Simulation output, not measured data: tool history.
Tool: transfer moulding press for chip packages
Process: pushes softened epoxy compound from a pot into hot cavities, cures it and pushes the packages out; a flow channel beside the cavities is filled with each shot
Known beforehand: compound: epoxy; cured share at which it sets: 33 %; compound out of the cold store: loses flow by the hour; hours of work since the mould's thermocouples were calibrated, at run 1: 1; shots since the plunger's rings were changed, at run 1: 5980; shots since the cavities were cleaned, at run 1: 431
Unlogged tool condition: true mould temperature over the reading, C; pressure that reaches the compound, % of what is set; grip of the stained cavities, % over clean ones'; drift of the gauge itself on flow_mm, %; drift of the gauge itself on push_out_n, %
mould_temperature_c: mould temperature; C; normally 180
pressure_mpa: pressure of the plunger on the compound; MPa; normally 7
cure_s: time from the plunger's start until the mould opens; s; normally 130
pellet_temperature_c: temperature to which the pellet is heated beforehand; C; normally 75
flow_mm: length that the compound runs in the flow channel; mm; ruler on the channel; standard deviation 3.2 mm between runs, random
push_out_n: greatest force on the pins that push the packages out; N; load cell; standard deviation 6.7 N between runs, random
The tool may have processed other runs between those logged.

| run | hour | mould_temperature_c | pressure_mpa | cure_s | pellet_temperature_c | hours of work since the mould's thermocouples were calibrated | shots since the plunger's rings were changed | shots since the cavities were cleaned | incoming compound's hours out of the cold store | flow_mm | push_out_n |
|---|---|---|---|---|---|---|---|---|---|---|---|
| 1 | 0 | 180 | 7 | 130 | 75 | 1 | 5980 | 431 | 18.6 | 553 | 286 |
|  | 16 | cavities cleaned with cleaning compound and waxed |
| 2 | 47.3 | 180 | 7 | 130 | 75 | 32 | 6436 | 311 | 47.6 | 473 | 268 |
|  | 73.9 | cavities cleaned with cleaning compound and waxed |
|  | 85.5 | plunger's sealing rings changed |
| 3 | 127.6 | 180 | 7 | 130 | 75 | 84 | 420 | 510 | 22.2 | 546 | 287 |
|  | 137.4 | cavities cleaned with cleaning compound and waxed |
|  | 197.1 | cavities cleaned with cleaning compound and waxed |
| 4 | 204 | 180 | 7 | 130 | 75 | 134 | 1151 | 69 | 32.3 | 516 | 265 |
|  | 258.6 | cavities cleaned with cleaning compound and waxed |
| 5 | 297.7 | 180 | 7 | 130 | 85 | 196 | 2069 | 390 | 38.5 | 498 | 282 |
|  | 321.9 | cavities cleaned with cleaning compound and waxed |
|  | 380.7 | cavities cleaned with cleaning compound and waxed |
| 6 | 398.4 | 180 | 5.26 | 130 | 75 | 262 | 3041 | 176 | 16 | 495 | 272 |
|  | 438.9 | cavities cleaned with cleaning compound and waxed |
| 7 | 481.8 | 180 | 5.26 | 130 | 75 | 318 | 3856 | 426 | 20.9 | 478 | 284 |
|  | 498.8 | cavities cleaned with cleaning compound and waxed |
|  | 536.4 | mould's thermocouples calibrated |
|  | 565.4 | cavities cleaned with cleaning compound and waxed |
| 8 | 566.2 | 180 | 5.26 | 130 | 75 | 19 | 4647 | 7 | 25.5 | 459 | 280 |
|  | 625.8 | cavities cleaned with cleaning compound and waxed |
| 9 | 665.7 | 180 | 5.26 | 130 | 75 | 86 | 5622 | 396 | 24 | 470 | 282 |
|  | 686.9 | cavities cleaned with cleaning compound and waxed |
| 10 | 718.6 | 184 | 5.26 | 130 | 76 | 120 | 6134 | 315 | 42.7 | 417 | 258 |
|  | 751.8 | cavities cleaned with cleaning compound and waxed |
| 11 | 770 | 184 | 5.26 | 130 | 76 | 154 | 6632 | 182 | 34.5 | 427 | 256 |

Estimate the outcome of run 12 from the log above:
|  | 780.5 | plunger's sealing rings changed |
|  | 817.9 | cavities cleaned with cleaning compound and waxed |
| 12 | 821.4 | 173 | 5.26 | 155 | 78 | 186 | 392 | 34 | 33 | ? | ? |

Run 12 measured flow_mm 454 mm, push_out_n 278 N.
With no hidden state in the tool, this same run would have given flow_mm 454 mm, push_out_n 277 N.
